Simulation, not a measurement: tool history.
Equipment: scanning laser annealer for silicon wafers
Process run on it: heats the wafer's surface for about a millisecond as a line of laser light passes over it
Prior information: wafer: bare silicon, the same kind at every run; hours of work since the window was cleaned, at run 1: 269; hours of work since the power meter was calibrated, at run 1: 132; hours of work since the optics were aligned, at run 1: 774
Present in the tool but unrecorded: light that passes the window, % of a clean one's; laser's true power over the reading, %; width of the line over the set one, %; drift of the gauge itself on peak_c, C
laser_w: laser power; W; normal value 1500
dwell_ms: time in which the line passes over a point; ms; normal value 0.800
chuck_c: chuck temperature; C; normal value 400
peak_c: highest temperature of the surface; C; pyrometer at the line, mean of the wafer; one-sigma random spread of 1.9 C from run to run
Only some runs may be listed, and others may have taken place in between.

run	hour	laser_w	dwell_ms	chuck_c	hours of work since the window was cleaned	hours of work since the power meter was calibrated	hours of work since the optics were aligned	peak_c
1	0.0	1500	0.800	400	269	132	774	1204
2	11.7	1528	0.800	400	276	139	781	1219
3	17.5	1528	0.800	400	279	143	785	1221
4	25.6	1528	0.800	400	284	148	790	1219
5	36.7	1500	0.800	411	291	154	796	1214
# hour 39.4: window over the wafer cleaned
6	47.4	1500	0.800	411	5	159	802	1205
7	54.7	1500	0.800	411	9	164	806	1206
8	59.6	1600	0.800	430	12	167	809	1282
9	67.0	1600	0.800	430	16	171	813	1281
10	76.0	1500	0.809	367	22	176	819	1164

Consider 3 possible next runs. They are alternatives, not a sequence: every one starts from the tool as it was left by run 10. What does each give?
A	87.9	1500	0.747	401	29	184	826	?
B	87.9	1546	0.578	367	29	184	826	?
C	87.9	1500	0.679	393	29	184	826	?

run	peak_c
A	1171
B	1079
C	1132
Take away the tool's hidden state, keep each run's random variation, and the runs would have read:
run	peak_c
A	1198
B	1104
C	1158
